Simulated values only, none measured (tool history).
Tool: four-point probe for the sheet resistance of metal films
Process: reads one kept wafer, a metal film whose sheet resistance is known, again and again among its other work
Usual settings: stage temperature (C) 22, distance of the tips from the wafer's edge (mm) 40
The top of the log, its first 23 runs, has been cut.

run,day,stage temperature (C),distance of the tips from the wafer's edge (mm),sheet resistance as the instrument gives it (ohm/square)
24,18.217,22,40,4.830801
25,19.321,26,5,4.933264
26,20.071,26,5,4.932521
27,20.938,24,3,5.100975
28,22.117,18,34,4.827007
29,22.979,18,34,4.826089
30,23.804,28,13,4.846293
31,24.633,19,12,4.845170
32,25.196,19,12,4.843910
33,25.775,28,8,4.873351
34,26.304,30,31,4.836950
35,27.350,32,31,4.837990
36,28.300,24,43,4.831778
37,29.038,24,43,4.833032
38,29.875,24,43,4.831398
39,30.575,26,7,4.885739

For run 40, what comes out?
40,31.658,26,7,?

Run 40 came out at sheet resistance as the instrument gives it (ohm/square) 4.885631.
If the tool had no hidden condition, the same run with the same run-to-run variation would have returned sheet resistance as the instrument gives it (ohm/square) 4.880686.

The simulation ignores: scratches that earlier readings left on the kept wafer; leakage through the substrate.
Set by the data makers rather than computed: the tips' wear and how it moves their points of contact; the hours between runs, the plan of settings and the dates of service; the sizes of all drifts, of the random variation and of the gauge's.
